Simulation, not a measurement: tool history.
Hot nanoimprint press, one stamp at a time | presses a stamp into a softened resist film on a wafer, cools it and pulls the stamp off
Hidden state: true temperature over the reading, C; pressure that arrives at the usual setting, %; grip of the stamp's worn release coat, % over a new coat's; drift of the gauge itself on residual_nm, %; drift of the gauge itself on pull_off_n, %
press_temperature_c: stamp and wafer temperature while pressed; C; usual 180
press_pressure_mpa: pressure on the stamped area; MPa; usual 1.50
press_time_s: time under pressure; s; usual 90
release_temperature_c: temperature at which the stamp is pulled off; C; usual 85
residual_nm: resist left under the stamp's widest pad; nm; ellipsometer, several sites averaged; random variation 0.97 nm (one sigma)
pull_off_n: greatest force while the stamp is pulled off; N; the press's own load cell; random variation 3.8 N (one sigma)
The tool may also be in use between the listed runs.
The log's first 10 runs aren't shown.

run   hour  press_temperature_c  press_pressure_mpa  press_time_s  release_temperature_c  hours of work since the thermocouple was calibrated  imprints on the stamp's release coat  hours of work since the press's seals were changed  residual_nm  pull_off_n
 11  244.2                  180                1.50            90                     85                                                  205                                  1646                                                 883        150.4         218
 12  264.1                  180                1.50            90                     85                                                  216                                  1682                                                 894        151.4         223
 13  292.0                  180                1.50            90                     85                                                  232                                  1734                                                 910        151.8         222
 14  321.7                  180                1.50            90                     85                                                  249                                  1790                                                 926        151.9         226
 15  344.9                  180                1.50            90                     85                                                  262                                  1833                                                 939        152.5         229
 16  361.3                  180                1.50            90                     85                                                  271                                  1863                                                 949        151.9         228
 17  387.9                  190                1.50            90                     89                                                  286                                  1913                                                 964        101.5         219
 18  419.2                  177                1.50            47                     89                                                  304                                  1971                                                 981        212.6         212
 19  454.4                  180                1.50            67                     85                                                  324                                  2036                                                1001        171.4         233
     478.6  -- plate thermocouple calibrated
 20  484.4                  180                1.50            67                     85                                                    3                                  2087                                                1016        176.5         242
 21  500.4                  180                1.50            67                     85                                                   12                                  2116                                                1025        176.6         227
 22  529.9                  180                1.28            67                     81                                                   29                                  2171                                                1042        189.3         253
 23  561.6                  178                1.10            67                     81                                                   47                                  2230                                                1060        214.2         248
 24  581.9                  187                0.96           125                     87                                                   58                                  2268                                                1071        129.2         225
     591.8  -- plate thermocouple calibrated, once more
     609.8  -- press's hydraulic seals changed and the load cell set to zero
 25  612.1                  187                0.96           125                     87                                                    7                                  2304                                                   1        115.7         219
 26  642.5                  187                0.96           125                     87                                                   24                                  2360                                                  18        116.9         225
     663.3  -- stamp cleaned and given a new release coat
 27  674.1                  187                0.96           125                     87                                                   38                                    20                                                  33        116.8         184

Forecast run 28:
 28  705.0                  184                1.01           109                     73                                                   56                                    77                                                  50            ?           ?

Run 28 gave residual_nm 136.8 nm, pull_off_n 225 N.
Without the tool's hidden state the same run would have given residual_nm 135.3 nm, pull_off_n 222 N.
